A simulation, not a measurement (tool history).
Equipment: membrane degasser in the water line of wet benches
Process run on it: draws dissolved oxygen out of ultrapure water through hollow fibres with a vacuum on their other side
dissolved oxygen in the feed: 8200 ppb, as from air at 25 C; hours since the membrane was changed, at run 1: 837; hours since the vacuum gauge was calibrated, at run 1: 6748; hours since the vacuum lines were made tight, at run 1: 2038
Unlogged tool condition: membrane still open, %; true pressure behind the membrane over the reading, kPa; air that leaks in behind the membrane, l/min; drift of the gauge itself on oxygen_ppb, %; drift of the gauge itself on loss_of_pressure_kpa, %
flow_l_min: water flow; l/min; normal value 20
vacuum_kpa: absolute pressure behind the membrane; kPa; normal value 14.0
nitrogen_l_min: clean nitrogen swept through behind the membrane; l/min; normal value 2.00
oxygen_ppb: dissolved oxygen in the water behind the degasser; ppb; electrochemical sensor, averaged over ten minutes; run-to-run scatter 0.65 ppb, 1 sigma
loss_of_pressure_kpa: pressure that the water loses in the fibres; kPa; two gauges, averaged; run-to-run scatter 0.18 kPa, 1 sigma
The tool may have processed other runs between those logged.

run	hour	flow_l_min	vacuum_kpa	nitrogen_l_min	hours since the membrane was changed	hours since the vacuum gauge was calibrated	hours since the vacuum lines were made tight	oxygen_ppb	loss_of_pressure_kpa
1	0.0	20	14.0	2.00	837	6748	2038	250.8	33.61
# hour 53.2: vacuum gauge calibrated
2	314.3	20	14.0	2.00	1151	261	2351	249.7	33.75
3	465.8	20	13.3	2.00	1303	413	2503	234.4	33.68
4	741.9	20	14.0	4.07	1579	689	2779	129.2	33.23
5	1050.9	23	14.0	2.00	1888	998	3088	283.7	38.55
6	1397.3	23	14.0	2.00	2234	1344	3434	282.8	38.86
7	1651.5	20	14.0	2.00	2488	1598	3689	246.8	33.38
8	2014.9	20	14.0	2.00	2852	1962	4052	245.6	33.45
9	2327.3	20	14.0	2.00	3164	2274	4364	245.7	33.41
10	2540.2	28	14.0	2.00	3377	2487	4577	340.7	47.32
11	2762.2	20	14.0	2.00	3599	2709	4799	244.9	33.43
# hour 2891.2: seals of the vacuum lines changed
12	2921.9	15	14.0	2.00	3757	2867	31	186.0	25.15
# hour 2999.8: gauge calibrated
13	3082.9	15	14.0	2.00	3918	3028	192	190.1	25.02
14	3276.9	20	14.0	2.00	4112	3222	386	248.5	33.69
15	3530.4	20	14.0	2.00	4365	3475	639	249.9	33.25
16	3708.9	26	14.0	2.00	4544	3654	818	321.1	43.20
17	4054.0	26	14.0	4.88	4889	3999	1163	145.3	43.37
18	4237.5	27	21.6	4.37	5072	4182	1346	272.5	45.40
19	4480.6	27	14.5	2.23	5315	4425	1589	317.7	45.08
20	4743.7	27	12.1	1.41	5578	4689	1853	372.3	45.26
21	5055.2	20	14.0	2.13	5890	5000	2164	233.5	33.53
22	5332.3	17	9.9	2.07	6167	5277	2441	128.1	28.79
23	5528.8	17	30.8	3.62	6363	5474	2638	302.5	28.59
24	5681.0	17	30.8	3.62	6516	5626	2790	300.4	28.21
25	5853.0	22	21.5	1.90	6688	5798	2962	463.9	37.05
26	6032.9	26	9.1	0.84	6868	5978	3142	368.8	43.72
27	6270.0	19	28.7	1.12	7105	6215	3379	865.8	31.70
# hour 6461.3: gauge calibrated
28	6582.0	16	14.0	2.00	7417	6527	3691	202.5	26.54
29	6851.5	16	14.0	2.00	7686	6796	3960	203.5	26.60
# hour 6868.9: vacuum gauge calibrated
30	7035.5	16	13.6	4.01	7870	167	4144	100.8	26.86
31	7294.2	26	9.6	3.22	8128	425	4402	129.8	43.34
32	7529.8	14	33.9	3.22	8364	661	4638	313.3	23.36
33	7717.9	15	24.2	1.37	8552	849	4826	504.1	25.45

Forecast each of these 3 alternatives for the next run:
# hour 7817.7: seals of the vacuum lines changed
A	7952.5	25	26.6	0.83	8785	1082	135	?	?
# hour 7817.7: seals of the vacuum lines changed
B	7952.5	16	13.6	2.00	8785	1082	135	?	?
# hour 7817.7: seals of the vacuum lines changed
C	7952.5	26	14.0	1.08	8785	1082	135	?	?

run	oxygen_ppb	loss_of_pressure_kpa
A	1279.6	42.12
B	193.0	26.60
C	538.1	43.71
Take away the tool's hidden state, keep each run's random variation, and the runs would have read:
run	oxygen_ppb	loss_of_pressure_kpa
A	1294.6	42.09
B	195.3	26.58
C	544.4	43.68

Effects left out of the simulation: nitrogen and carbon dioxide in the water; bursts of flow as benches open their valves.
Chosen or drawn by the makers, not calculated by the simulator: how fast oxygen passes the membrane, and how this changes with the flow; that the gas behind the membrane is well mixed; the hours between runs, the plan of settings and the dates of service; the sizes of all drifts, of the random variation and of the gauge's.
